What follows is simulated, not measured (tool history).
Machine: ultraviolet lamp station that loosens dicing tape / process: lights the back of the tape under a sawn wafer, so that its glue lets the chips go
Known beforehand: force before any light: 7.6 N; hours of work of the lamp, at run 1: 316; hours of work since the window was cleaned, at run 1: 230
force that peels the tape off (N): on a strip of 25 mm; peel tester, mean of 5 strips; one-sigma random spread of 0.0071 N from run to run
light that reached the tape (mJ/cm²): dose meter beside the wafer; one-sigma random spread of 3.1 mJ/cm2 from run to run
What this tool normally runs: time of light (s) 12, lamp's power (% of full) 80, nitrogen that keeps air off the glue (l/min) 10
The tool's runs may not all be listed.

run   hour  time of light (s)  lamp's power (% of full)  nitrogen that keeps air off the glue (l/min)  hours of work of the lamp  hours of work since the window was cleaned  force that peels the tape off (N)  light that reached the tape (mJ/cm²)
  1      0                 12                        80                                            10                        316                                         230                              0.442                                   384
  2   14.7                 12                        71                                            10                        322                                         236                              0.599                                   336
  3   33.7                 12                        71                                            10                        331                                         245                              0.595                                   335
  4   52.2                 12                        71                                            10                        339                                         253                              0.601                                   331
  5   72.7                 12                        71                                            10                        348                                         262                              0.608                                   326
  6   86.7                 12                        80                                            10                        354                                         268                              0.475                                   369
  7   95.4                 12                        80                                            10                        358                                         272                              0.485                                   373
  8  105.8                 12                        80                                            10                        363                                         277                              0.478                                   367
  9  124.2                 12                        83                                            10                        371                                         285                              0.443                                   377
 10  138.1                 18                        80                                            15                        377                                         291                              0.114                                   545
 11  147.2                 12                        61                                             7                        381                                         295                              1.239                                   275
 12  164.2                 12                        61                                             7                        388                                         303                              1.209                                   274
     165.8  -- window cleaned of glue's vapour
 13  181.3                 13                        80                                             5                        396                                           7                              0.938                                   366
 14    194                 17                        81                                            10                        401                                          12                              0.237                                   486
 15  208.4                 17                        97                                            10                        408                                          19                              0.155                                   573
 16  224.9                  9                        70                                            10                        415                                          26                              1.389                                   222
 17  242.4                 16                        79                                            10                        423                                          34                              0.315                                   442
 18  262.3                  6                        70                                             4                        432                                          43                              3.489                                   146

Each row is a separate what-if for the run after 18, all from the same tool condition, not one after another. Results?
  A  275.7                  6                        79                                             5                        438                                          49                                  ?                                     ?
  B  275.7                 16                        70                                             4                        438                                          49                                  ?                                     ?
  C  275.7                 17                        70                                             6                        438                                          49                                  ?                                     ?
  D  275.7                 19                        67                                            10                        438                                          49                                  ?                                     ?
  E  275.7                 12                        80                                             3                        438                                          49                                  ?                                     ?

run  force that peels the tape off (N)  light that reached the tape (mJ/cm²)
  A                              2.942                                   162
  B                              1.025                                   381
  C                              0.605                                   405
  D                               0.33                                   430
  E                              1.597                                   330
With the hidden condition removed and each run's random variation left untouched, the same runs would have given:
run  force that peels the tape off (N)  light that reached the tape (mJ/cm²)
  A                              1.948                                   234
  B                              0.458                                   550
  C                              0.239                                   584
  D                              0.142                                   621
  E                              0.834                                   475
